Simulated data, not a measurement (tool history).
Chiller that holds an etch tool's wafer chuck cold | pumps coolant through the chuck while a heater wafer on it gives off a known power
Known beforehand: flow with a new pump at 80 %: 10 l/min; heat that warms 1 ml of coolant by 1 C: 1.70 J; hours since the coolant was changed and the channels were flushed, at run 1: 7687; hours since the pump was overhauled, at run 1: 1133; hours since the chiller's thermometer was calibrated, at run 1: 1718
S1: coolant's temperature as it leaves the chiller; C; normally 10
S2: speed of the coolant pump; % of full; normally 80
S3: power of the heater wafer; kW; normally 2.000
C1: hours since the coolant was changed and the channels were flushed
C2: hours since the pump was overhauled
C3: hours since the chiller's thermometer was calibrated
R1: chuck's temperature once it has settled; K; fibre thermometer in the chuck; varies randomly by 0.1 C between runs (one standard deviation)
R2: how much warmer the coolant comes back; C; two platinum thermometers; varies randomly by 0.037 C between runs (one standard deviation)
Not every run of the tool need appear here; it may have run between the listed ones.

run 1 hour=0.0 | S1=10 S2=80 S3=2.000 | C1=7687 C2=1133 C3=1718 | R1=303.85 R2=6.98
run 2 hour=27.8 | S1=10 S2=80 S3=2.000 | C1=7715 C2=1161 C3=1746 | R1=303.85 R2=7.00
run 3 hour=41.6 | S1=10 S2=80 S3=2.089 | C1=7729 C2=1175 C3=1759 | R1=304.75 R2=7.38
run 4 hour=56.4 | S1=10 S2=80 S3=2.089 | C1=7744 C2=1190 C3=1774 | R1=304.85 R2=7.37
run 5 hour=76.0 | S1=10 S2=80 S3=2.089 | C1=7763 C2=1209 C3=1794 | R1=304.65 R2=7.32
run 6 hour=91.8 | S1=10 S2=80 S3=2.089 | C1=7779 C2=1225 C3=1810 | R1=304.95 R2=7.37
run 7 hour=111.2 | S1=10 S2=80 S3=2.000 | C1=7799 C2=1245 C3=1829 | R1=303.95 R2=7.04
run 8 hour=134.6 | S1=10 S2=80 S3=2.000 | C1=7822 C2=1268 C3=1852 | R1=303.95 R2=7.04
run 9 hour=158.3 | S1=10 S2=80 S3=2.000 | C1=7846 C2=1292 C3=1876 | R1=303.85 R2=7.06
run 10 hour=173.8 | S1=10 S2=80 S3=2.000 | C1=7861 C2=1307 C3=1892 | R1=303.65 R2=7.04
run 11 hour=193.7 | S1=10 S2=80 S3=2.000 | C1=7881 C2=1327 C3=1911 | R1=303.95 R2=6.97
run 12 hour=207.8 | S1=10 S2=96 S3=2.206 | C1=7895 C2=1341 C3=1926 | R1=302.75 R2=6.50
run 13 hour=232.7 | S1=11 S2=66 S3=1.179 | C1=7920 C2=1366 C3=1950 | R1=298.35 R2=5.09
run 14 hour=260.6 | S1=11 S2=66 S3=1.179 | C1=7948 C2=1394 C3=1978 | R1=298.45 R2=5.06
run 15 hour=290.6 | S1=12 S2=60 S3=1.179 | C1=7978 C2=1424 C3=2008 | R1=300.55 R2=5.62
run 16 hour=304.9 | S1=10 S2=80 S3=1.824 | C1=7992 C2=1438 C3=2023 | R1=301.85 R2=6.42
run 17 hour=326.9 | S1=18 S2=80 S3=1.044 | C1=8014 C2=1460 C3=2045 | R1=302.15 R2=3.66
run 18 hour=341.5 | S1=5 S2=75 S3=1.095 | C1=8029 C2=1475 C3=2059 | R1=290.05 R2=4.14
run 19 hour=369.2 | S1=10 S2=80 S3=1.450 | C1=8057 C2=1503 C3=2087 | R1=298.25 R2=5.14
run 20 hour=384.6 | S1=13 S2=71 S3=2.000 | C1=8072 C2=1518 C3=2102 | R1=308.95 R2=8.06
-- hour=417.7 coolant changed, channels flushed
run 21 hour=421.1 | S1=6 S2=80 S3=2.000 | C1=3 C2=1548 C3=2133 | R1=299.75 R2=7.03
run 22 hour=437.0 | S1=6 S2=80 S3=1.624 | C1=19 C2=1564 C3=2149 | R1=295.95 R2=5.71

What if the next run were any one of these 4? Each begins from the tool's condition after run 22:
run A hour=461.2 | S1=13 S2=90 S3=1.624 | C1=43 C2=1589 C3=2173 | R1=? R2=?
run B hour=461.2 | S1=10 S2=73 S3=2.000 | C1=43 C2=1589 C3=2173 | R1=? R2=?
run C hour=461.2 | S1=6 S2=95 S3=1.624 | C1=43 C2=1589 C3=2173 | R1=? R2=?
run D hour=461.2 | S1=6 S2=61 S3=1.624 | C1=43 C2=1589 C3=2173 | R1=? R2=?

run=A R1=301.55 R2=5.06
run=B R1=305.45 R2=7.75
run=C R1=293.95 R2=4.80
run=D R1=300.15 R2=7.54
Had the tool no hidden state, the same runs would have come out as:
run=A R1=301.55 R2=5.06
run=B R1=305.45 R2=7.75
run=C R1=293.95 R2=4.80
run=D R1=300.15 R2=7.54
